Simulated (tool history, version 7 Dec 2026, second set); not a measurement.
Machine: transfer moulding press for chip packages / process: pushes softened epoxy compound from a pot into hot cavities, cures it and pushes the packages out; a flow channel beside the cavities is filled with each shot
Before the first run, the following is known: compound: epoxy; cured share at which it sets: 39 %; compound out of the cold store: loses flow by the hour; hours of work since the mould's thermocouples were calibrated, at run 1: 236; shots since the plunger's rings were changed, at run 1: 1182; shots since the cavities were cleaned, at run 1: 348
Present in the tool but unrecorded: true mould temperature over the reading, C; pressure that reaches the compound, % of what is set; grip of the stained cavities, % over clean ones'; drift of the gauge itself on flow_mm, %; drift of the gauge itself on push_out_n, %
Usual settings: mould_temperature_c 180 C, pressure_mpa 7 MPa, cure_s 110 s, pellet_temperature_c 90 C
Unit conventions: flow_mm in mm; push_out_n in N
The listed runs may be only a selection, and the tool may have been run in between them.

| run | day | mould_temperature_c | pressure_mpa | cure_s | pellet_temperature_c | hours of work since the mould's thermocouples were calibrated | shots since the plunger's rings were changed | shots since the cavities were cleaned | incoming compound's hours out of the cold store | flow_mm | push_out_n |
|---|---|---|---|---|---|---|---|---|---|---|---|
| 1 | 0 | 180 | 7 | 110 | 90 | 236 | 1182 | 348 | 21.7 | 800 | 385 |
|  | 0.292 | cavities cleaned with cleaning compound and waxed |
| 2 | 0.412 | 180 | 5.96 | 110 | 90 | 243 | 1296 | 39 | 15.3 | 749 | 321 |
| 3 | 0.575 | 180 | 5.96 | 110 | 90 | 246 | 1349 | 92 | 28.3 | 718 | 307 |
| 4 | 0.775 | 180 | 5.96 | 110 | 90 | 250 | 1414 | 157 | 47.5 | 668 | 340 |
| 5 | 1.038 | 180 | 5.96 | 110 | 90 | 255 | 1500 | 243 | 46.6 | 672 | 350 |
| 6 | 1.225 | 180 | 5.96 | 110 | 90 | 258 | 1560 | 303 | 15.1 | 750 | 396 |
|  | 1.633 | cavities cleaned with cleaning compound and waxed |
| 7 | 1.65 | 180 | 5.96 | 110 | 90 | 265 | 1678 | 4 | 28.2 | 711 | 305 |
| 8 | 1.917 | 187 | 5.96 | 110 | 90 | 270 | 1765 | 91 | 27.6 | 689 | 270 |
| 9 | 2.204 | 187 | 5.96 | 110 | 90 | 275 | 1859 | 185 | 22.7 | 698 | 287 |
| 10 | 2.567 | 172 | 7 | 110 | 90 | 282 | 1977 | 303 | 37.4 | 794 | 613 |
| 11 | 2.883 | 172 | 7 | 110 | 90 | 288 | 2081 | 407 | 29.9 | 814 | 664 |
|  | 2.983 | cavities cleaned with cleaning compound and waxed |
| 12 | 3.117 | 185 | 8.54 | 137 | 90 | 291 | 2136 | 44 | 19.1 | 854 | 251 |
| 13 | 3.362 | 185 | 8.54 | 137 | 90 | 296 | 2215 | 123 | 43.4 | 779 | 263 |
| 14 | 3.742 | 186 | 6.06 | 106 | 90 | 303 | 2339 | 247 | 30.2 | 684 | 313 |
| 15 | 3.912 | 177 | 8.39 | 104 | 84 | 306 | 2395 | 303 | 14.8 | 906 | 523 |
| 16 | 4.083 | 177 | 8.39 | 104 | 84 | 310 | 2451 | 359 | 44.2 | 810 | 502 |
|  | 4.35 | cavities cleaned with cleaning compound and waxed |
| 17 | 4.512 | 185 | 7.04 | 130 | 93 | 316 | 2569 | 52 | 31 | 737 | 256 |
| 18 | 4.896 | 174 | 7.04 | 130 | 81 | 324 | 2694 | 177 | 33.1 | 782 | 369 |
|  | 5.112 | plunger's sealing rings changed |
| 19 | 5.192 | 173 | 8.33 | 131 | 90 | 327 | 26 | 240 | 10.6 | 961 | 443 |
| 20 | 5.371 | 178 | 5.99 | 139 | 87 | 331 | 85 | 299 | 27.9 | 735 | 313 |

Alternative continuations, all from the tool just after run 20; predict every row:
|  | 5.825 | cavities cleaned with cleaning compound and waxed |
| A | 5.829 | 180 | 7.37 | 110 | 90 | 338 | 213 | 2 | 14.3 | ? | ? |
|  | 5.825 | cavities cleaned with cleaning compound and waxed |
| B | 5.829 | 187 | 5.99 | 139 | 87 | 338 | 213 | 2 | 13.7 | ? | ? |
|  | 5.825 | cavities cleaned with cleaning compound and waxed |
| C | 5.829 | 180 | 5.99 | 139 | 87 | 338 | 213 | 2 | 19.7 | ? | ? |
|  | 5.825 | cavities cleaned with cleaning compound and waxed |
| D | 5.829 | 180 | 7 | 108 | 90 | 338 | 213 | 2 | 28.2 | ? | ? |

| run | flow_mm | push_out_n |
|---|---|---|
| A | 858 | 294 |
| B | 735 | 233 |
| C | 753 | 247 |
| D | 788 | 303 |
What these runs would have given with no unlogged condition in the tool:
| run | flow_mm | push_out_n |
|---|---|---|
| A | 864 | 303 |
| B | 741 | 230 |
| C | 759 | 247 |
| D | 795 | 312 |
